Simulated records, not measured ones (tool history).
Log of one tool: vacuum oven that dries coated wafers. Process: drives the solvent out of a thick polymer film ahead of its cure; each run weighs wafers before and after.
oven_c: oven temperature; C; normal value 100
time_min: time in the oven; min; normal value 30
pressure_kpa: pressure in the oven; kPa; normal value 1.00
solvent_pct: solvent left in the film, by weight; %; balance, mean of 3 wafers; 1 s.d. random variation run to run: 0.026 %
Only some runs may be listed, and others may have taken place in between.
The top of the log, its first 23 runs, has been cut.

| run | hour | oven_c | time_min | pressure_kpa | hours of work since the thermocouples were calibrated | hours of work since the vacuum gauge was cleaned of residue | solvent_pct |
|---|---|---|---|---|---|---|---|
| 24 | 336.8 | 91 | 41 | 1.35 | 290 | 920 | 5.15 |
| 25 | 355.7 | 114 | 19 | 1.25 | 305 | 935 | 2.00 |
| 26 | 366.3 | 110 | 33 | 1.25 | 314 | 944 | 1.07 |
| 27 | 377.0 | 110 | 33 | 1.25 | 322 | 952 | 1.10 |
| 28 | 388.2 | 93 | 16 | 1.12 | 331 | 961 | 9.04 |
| 29 | 397.3 | 114 | 34 | 1.00 | 338 | 968 | 0.60 |
| 30 | 413.1 | 90 | 39 | 3.28 | 351 | 981 | 6.41 |
| 31 | 425.0 | 111 | 53 | 3.28 | 361 | 991 | 0.88 |
| 32 | 442.8 | 106 | 19 | 1.00 | 375 | 1005 | 4.06 |
| 33 | 460.8 | 107 | 28 | 0.85 | 389 | 1019 | 2.08 |
| 34 | 472.6 | 107 | 40 | 0.85 | 398 | 1028 | 1.00 |
| 35 | 488.4 | 107 | 40 | 0.85 | 411 | 1041 | 0.99 |
| 36 | 499.4 | 107 | 40 | 0.85 | 420 | 1050 | 1.00 |

Predict each of these 3 candidate next runs independently; none follows another, all start after run 36:
| A | 511.0 | 99 | 33 | 1.51 | 429 | 1059 | ? |
| B | 511.0 | 107 | 22 | 0.85 | 429 | 1059 | ? |
| C | 511.0 | 107 | 26 | 0.85 | 429 | 1059 | ? |

| run | solvent_pct |
|---|---|
| A | 3.62 |
| B | 3.04 |
| C | 2.28 |
The same runs, with their run-to-run variation unchanged, on a tool lacking any hidden condition would have given:
| run | solvent_pct |
|---|---|
| A | 3.78 |
| B | 3.20 |
| C | 2.41 |
